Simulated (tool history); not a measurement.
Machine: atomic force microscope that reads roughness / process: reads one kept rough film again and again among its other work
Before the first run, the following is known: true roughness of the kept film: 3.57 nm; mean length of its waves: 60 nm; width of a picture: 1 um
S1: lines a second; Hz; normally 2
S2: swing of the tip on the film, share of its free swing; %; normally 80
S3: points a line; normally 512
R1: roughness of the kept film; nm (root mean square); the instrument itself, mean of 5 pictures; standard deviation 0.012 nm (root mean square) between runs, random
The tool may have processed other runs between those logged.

Run 1, day 0: usual settings. Result: R1 3.053 nm (root mean square).
Run 2, day 0.462: usual settings. Result: R1 3.049 nm (root mean square).
Run 3, day 1.138: usual settings but S1 1.58 Hz. Result: R1 3.122 nm (root mean square).
Run 4, day 1.675: usual settings but S3 293. Result: R1 3.023 nm (root mean square).
Run 5, day 2.65: usual settings but S2 79 %. Result: R1 3.033 nm (root mean square).
Run 6, day 3.196: usual settings but S2 79 %. Result: R1 3.014 nm (root mean square).
Run 7, day 3.779: usual settings but S2 79 %. Result: R1 3.002 nm (root mean square).
Run 8, day 4.354: usual settings but S2 79 %. Result: R1 3.021 nm (root mean square).
Run 9, day 5.279: usual settings but S1 1.44 Hz. Result: R1 3.06 nm (root mean square).
Run 10, day 5.767: usual settings but S1 1.44 Hz. Result: R1 3.054 nm (root mean square).
Run 11, day 6.388: usual settings. Result: R1 2.947 nm (root mean square).
Run 12, day 6.975: usual settings but S2 75 %. Result: R1 2.993 nm (root mean square).
At day 7.229: new tip fitted.
Run 13, day 7.633: usual settings but S2 75 %. Result: R1 3.222 nm (root mean square).
Run 14, day 8.662: usual settings but S3 889. Result: R1 3.072 nm (root mean square).
Run 15, day 9.233: usual settings. Result: R1 3.086 nm (root mean square).
Run 16, day 10.192: usual settings. Result: R1 3.055 nm (root mean square).
Run 17, day 11.217: usual settings but S3 308. Result: R1 3.039 nm (root mean square).
Run 18, day 11.938: usual settings but S3 308. Result: R1 3.033 nm (root mean square).
Run 19, day 12.638: usual settings. Result: R1 3.035 nm (root mean square).
Run 20, day 13.579: usual settings but S1 1.75 Hz. Result: R1 3.024 nm (root mean square).
Run 21, day 14.425: usual settings. Result: R1 2.993 nm (root mean square).
Run 22, day 15.167: usual settings. Result: R1 2.984 nm (root mean square).
Run 23, day 15.7: usual settings. Result: R1 2.965 nm (root mean square).
Run 24, day 16.321: usual settings but S1 0.52 Hz. Result: R1 3.218 nm (root mean square).
Run 25, day 16.804: usual settings but S1 0.52 Hz, S2 67 %. Result: R1 3.278 nm (root mean square).
At day 17.508: new tip fitted.
Run 26, day 17.617: usual settings but S1 0.52 Hz, S2 67 %. Result: R1 3.456 nm (root mean square).
Run 27, day 18.117: usual settings but S1 0.52 Hz, S2 67 %. Result: R1 3.454 nm (root mean square).
Run 28, day 18.829: usual settings but S1 0.52 Hz, S2 67 %, S3 641. Result: R1 3.453 nm (root mean square).
Run 29, day 19.862: usual settings but S1 0.52 Hz, S2 67 %, S3 641. Result: R1 3.425 nm (root mean square).
Run 30, day 20.438: usual settings but S1 0.52 Hz, S2 67 %, S3 641. Result: R1 3.397 nm (root mean square).
Run 31, day 21.021: usual settings but S1 3.77 Hz, S2 65 %, S3 540. Result: R1 3.124 nm (root mean square).
Run 32, day 21.879: usual settings but S1 3.77 Hz, S2 65 %, S3 540. Result: R1 3.113 nm (root mean square).
Run 33, day 22.621: usual settings but S1 3.77 Hz, S2 65 %, S3 540. Result: R1 3.073 nm (root mean square).
Run 34, day 23.35: usual settings but S1 2.59 Hz, S2 61 %, S3 331. Result: R1 3.215 nm (root mean square).
Run 35, day 24.175: usual settings but S1 1.17 Hz, S2 89 %, S3 474. Result: R1 3.015 nm (root mean square).
Run 36, day 25.233: usual settings but S1 1.17 Hz, S2 89 %, S3 474. Result: R1 3.025 nm (root mean square).
Run 37, day 25.821: usual settings but S1 1.9 Hz, S3 945. Result: R1 2.993 nm (root mean square).
Run 38, day 26.646: usual settings but S1 0.86 Hz, S2 62 %, S3 710. Result: R1 3.282 nm (root mean square).
Run 39, day 27.625: usual settings but S1 0.86 Hz, S2 62 %, S3 710. Result: R1 3.233 nm (root mean square).
At day 27.854: new tip fitted.
Run 40, day 28.633: usual settings but S1 2.08 Hz, S3 325. Result: R1 3.072 nm (root mean square).
Run 41, day 29.429: usual settings but S1 2.07 Hz, S2 89 %, S3 728. Result: R1 2.889 nm (root mean square).
Run 42, day 30.362: usual settings but S1 1.79 Hz, S3 437. Result: R1 3.107 nm (root mean square).
Run 43, day 31.004: usual settings but S1 1.98 Hz, S2 71 %, S3 825. Result: R1 3.21 nm (root mean square).
Run 44, day 31.912: usual settings but S1 0.85 Hz, S2 73 %. Result: R1 3.311 nm (root mean square).
Run 45, day 32.708: usual settings but S1 0.85 Hz, S2 73 %. Result: R1 3.315 nm (root mean square).

Results for each run, recomputed without the tool's hidden state and with each run's random variation untouched:
Hidden state present: radius of the tip, nm; height scale over the true one, %; drift of the gauge itself on roughness_nm, %.
run     R1
  1  3.091
  2  3.096
  3  3.185
  4  3.095
  5  3.122
  6  3.112
  7  3.111
  8  3.142
  9  3.201
 10  3.204
 11  3.105
 12  3.164
 13  3.204
 14  3.074
 15    3.1
 16  3.087
 17  3.091
 18    3.1
 19  3.117
 20  3.123
 21  3.108
 22  3.112
 23  3.102
 24  3.381
 25  3.454
 26  3.427
 27  3.437
 28   3.45
 29  3.444
 30   3.43
 31  3.166
 32  3.172
 33  3.146
 34  3.308
 35  3.119
 36  3.149
 37  3.126
 38  3.446
 39  3.416
 40  3.054
 41  2.887
 42  3.122
 43  3.239
 44  3.359
 45  3.379
